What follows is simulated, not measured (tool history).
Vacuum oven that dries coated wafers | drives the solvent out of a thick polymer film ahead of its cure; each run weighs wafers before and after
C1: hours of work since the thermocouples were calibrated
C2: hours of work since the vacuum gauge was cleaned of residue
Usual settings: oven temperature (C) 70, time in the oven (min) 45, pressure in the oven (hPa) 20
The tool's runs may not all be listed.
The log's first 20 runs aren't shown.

Run 21, hour 323.7: usual settings but time in the oven (min) 35; C1 664; C2 664. Result: solvent left in the film (%) 1.9.
Run 22, hour 347.3: usual settings but time in the oven (min) 35; C1 682; C2 682. Result: solvent left in the film (%) 1.9.
Run 23, hour 358: usual settings but time in the oven (min) 53, pressure in the oven (hPa) 36.2; C1 690; C2 690. Result: solvent left in the film (%) 1.46.
Run 24, hour 375: usual settings but time in the oven (min) 53, pressure in the oven (hPa) 36.2; C1 703; C2 703. Result: solvent left in the film (%) 1.47.
Run 25, hour 388.4: usual settings but oven temperature (C) 65, time in the oven (min) 34, pressure in the oven (hPa) 17.8; C1 713; C2 713. Result: solvent left in the film (%) 3.23.
Run 26, hour 407: usual settings but oven temperature (C) 57, time in the oven (min) 26, pressure in the oven (hPa) 22.2; C1 727; C2 727. Result: solvent left in the film (%) 6.54.
Run 27, hour 420.5: usual settings but oven temperature (C) 57, time in the oven (min) 26, pressure in the oven (hPa) 22.2; C1 738; C2 738. Result: solvent left in the film (%) 6.51.
Run 28, hour 438.1: usual settings but oven temperature (C) 65, time in the oven (min) 33, pressure in the oven (hPa) 17.9; C1 751; C2 751. Result: solvent left in the film (%) 3.35.
Run 29, hour 454.2: usual settings but oven temperature (C) 65, time in the oven (min) 33, pressure in the oven (hPa) 17.9; C1 763; C2 763. Result: solvent left in the film (%) 3.31.
Run 30, hour 464: usual settings but oven temperature (C) 65, time in the oven (min) 33, pressure in the oven (hPa) 17.9; C1 771; C2 771. Result: solvent left in the film (%) 3.33.
Run 31, hour 476.4: usual settings but oven temperature (C) 67, pressure in the oven (hPa) 11.7; C1 780; C2 780. Result: solvent left in the film (%) 1.71.
Run 32, hour 498.6: usual settings but oven temperature (C) 67, pressure in the oven (hPa) 11.7; C1 797; C2 797. Result: solvent left in the film (%) 1.68.
Run 33, hour 512.2: usual settings but oven temperature (C) 67, pressure in the oven (hPa) 11.7; C1 807; C2 807. Result: solvent left in the film (%) 1.73.
Run 34, hour 524.8: usual settings but time in the oven (min) 65, pressure in the oven (hPa) 34.2; C1 817; C2 817. Result: solvent left in the film (%) 1.19.
Run 35, hour 540.8: usual settings but oven temperature (C) 55, time in the oven (min) 53, pressure in the oven (hPa) 20.1; C1 829; C2 829. Result: solvent left in the film (%) 4.85.
Run 36, hour 561.4: usual settings but oven temperature (C) 55, time in the oven (min) 53, pressure in the oven (hPa) 20.1; C1 845; C2 845. Result: solvent left in the film (%) 4.83.
Run 37, hour 573.3: usual settings but oven temperature (C) 81; C1 854; C2 854. Result: solvent left in the film (%) 0.4.
Run 38, hour 587.1: usual settings but oven temperature (C) 84, time in the oven (min) 62; C1 864; C2 864. Result: solvent left in the film (%) 0.34.
Run 39, hour 598.9: usual settings but oven temperature (C) 84, time in the oven (min) 62; C1 873; C2 873. Result: solvent left in the film (%) 0.33.
Run 40, hour 615.1: usual settings but oven temperature (C) 84, time in the oven (min) 62; C1 886; C2 886. Result: solvent left in the film (%) 0.34.
Run 41, hour 634.2: usual settings but oven temperature (C) 75, time in the oven (min) 27; C1 900; C2 900. Result: solvent left in the film (%) 1.49.
Run 42, hour 652.2: usual settings but oven temperature (C) 75, time in the oven (min) 27; C1 914; C2 914. Result: solvent left in the film (%) 1.48.

Forecast each of these 5 alternatives for the next run:
Run A, hour 676.2: usual settings but oven temperature (C) 75, time in the oven (min) 27, pressure in the oven (hPa) 41.1; C1 932; C2 932. Result: solvent left in the film (%) ?.
Run B, hour 676.2: usual settings but oven temperature (C) 62, time in the oven (min) 51, pressure in the oven (hPa) 12.5; C1 932; C2 932. Result: solvent left in the film (%) ?.
Run C, hour 676.2: usual settings but oven temperature (C) 83, time in the oven (min) 79, pressure in the oven (hPa) 41; C1 932; C2 932. Result: solvent left in the film (%) ?.
Run D, hour 676.2: usual settings but time in the oven (min) 28; C1 932; C2 932. Result: solvent left in the film (%) ?.
Run E, hour 676.2: usual settings but oven temperature (C) 75, time in the oven (min) 58; C1 932; C2 932. Result: solvent left in the film (%) ?.

run  solvent left in the film (%)
  A                          1.89
  B                          2.61
  C                          0.66
  D                          2.52
  E                          0.55
Without the tool's hidden state the same runs would have given:
run  solvent left in the film (%)
  A                          1.96
  B                           2.7
  C                          0.62
  D                          2.62
  E                          0.51
